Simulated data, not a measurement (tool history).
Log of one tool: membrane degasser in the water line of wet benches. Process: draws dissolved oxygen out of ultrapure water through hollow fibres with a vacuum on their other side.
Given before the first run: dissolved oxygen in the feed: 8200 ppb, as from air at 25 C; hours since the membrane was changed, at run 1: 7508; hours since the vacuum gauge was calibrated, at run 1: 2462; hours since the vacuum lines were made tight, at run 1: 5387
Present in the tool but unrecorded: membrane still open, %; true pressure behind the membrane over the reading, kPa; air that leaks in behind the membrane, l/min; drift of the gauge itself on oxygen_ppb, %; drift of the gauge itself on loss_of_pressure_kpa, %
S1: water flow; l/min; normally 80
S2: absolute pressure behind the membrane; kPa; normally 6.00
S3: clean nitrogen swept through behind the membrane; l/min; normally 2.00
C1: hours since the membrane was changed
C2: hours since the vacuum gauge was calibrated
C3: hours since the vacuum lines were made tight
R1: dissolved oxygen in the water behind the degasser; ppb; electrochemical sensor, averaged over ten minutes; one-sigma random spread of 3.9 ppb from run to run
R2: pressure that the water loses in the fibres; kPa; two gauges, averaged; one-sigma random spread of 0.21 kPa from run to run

| run | day | S1 | S2 | S3 | C1 | C2 | C3 | R1 | R2 |
|---|---|---|---|---|---|---|---|---|---|
| 1 | 0.000 | 80 | 6.00 | 2.00 | 7508 | 2462 | 5387 | 458.3 | 48.13 |
| 2 | 6.729 | 80 | 6.00 | 2.00 | 7670 | 2623 | 5549 | 447.1 | 48.77 |
| 3 | 11.175 | 80 | 6.00 | 2.00 | 7777 | 2730 | 5655 | 452.5 | 48.68 |
| 4 | 15.067 | 80 | 6.00 | 2.00 | 7870 | 2823 | 5749 | 448.9 | 48.40 |
| 5 | 21.312 | 56 | 6.00 | 2.00 | 8020 | 2973 | 5898 | 298.7 | 34.09 |
| 6 | 25.775 | 56 | 6.00 | 2.00 | 8127 | 3080 | 6006 | 298.0 | 34.13 |
| 7 | 29.421 | 56 | 6.00 | 2.00 | 8214 | 3168 | 6093 | 298.8 | 34.22 |
| 8 | 36.688 | 80 | 6.00 | 2.00 | 8389 | 3342 | 6267 | 450.4 | 48.60 |
| 9 | 42.671 | 80 | 6.63 | 2.00 | 8532 | 3486 | 6411 | 494.1 | 48.83 |
|  | 43.108 | vacuum gauge calibrated |
| 10 | 48.421 | 80 | 6.63 | 2.00 | 8670 | 127 | 6549 | 512.0 | 48.59 |
| 11 | 53.671 | 80 | 6.63 | 2.00 | 8796 | 253 | 6675 | 504.9 | 48.91 |
| 12 | 59.317 | 80 | 6.63 | 2.00 | 8931 | 389 | 6810 | 508.6 | 49.01 |
| 13 | 62.658 | 80 | 6.63 | 2.00 | 9012 | 469 | 6890 | 515.9 | 48.58 |
| 14 | 70.467 | 80 | 6.63 | 2.00 | 9199 | 657 | 7078 | 522.5 | 48.76 |
| 15 | 75.658 | 80 | 6.63 | 2.00 | 9324 | 781 | 7202 | 518.5 | 49.05 |
| 16 | 81.412 | 80 | 8.65 | 2.00 | 9462 | 919 | 7340 | 659.5 | 48.85 |
| 17 | 85.279 | 76 | 6.00 | 1.91 | 9555 | 1012 | 7433 | 449.9 | 46.37 |
|  | 89.138 | vacuum gauge calibrated, once more |
| 18 | 90.912 | 76 | 4.04 | 0.85 | 9689 | 43 | 7568 | 336.6 | 46.87 |
| 19 | 98.550 | 49 | 3.75 | 2.31 | 9873 | 226 | 7751 | 132.0 | 30.19 |
| 20 | 106.167 | 49 | 3.75 | 2.31 | 10055 | 409 | 7934 | 132.0 | 30.35 |

Forecast run 21:
| 21 | 113.088 | 52 | 9.79 | 3.70 | 10221 | 575 | 8100 | ? | ? |

R1: 322.9 ppb
R2: 32.03 kPa
Take away the tool's hidden state, keep the run-to-run variation as it was, and the same run would have given R1 297.0 ppb, R2 30.35 kPa.
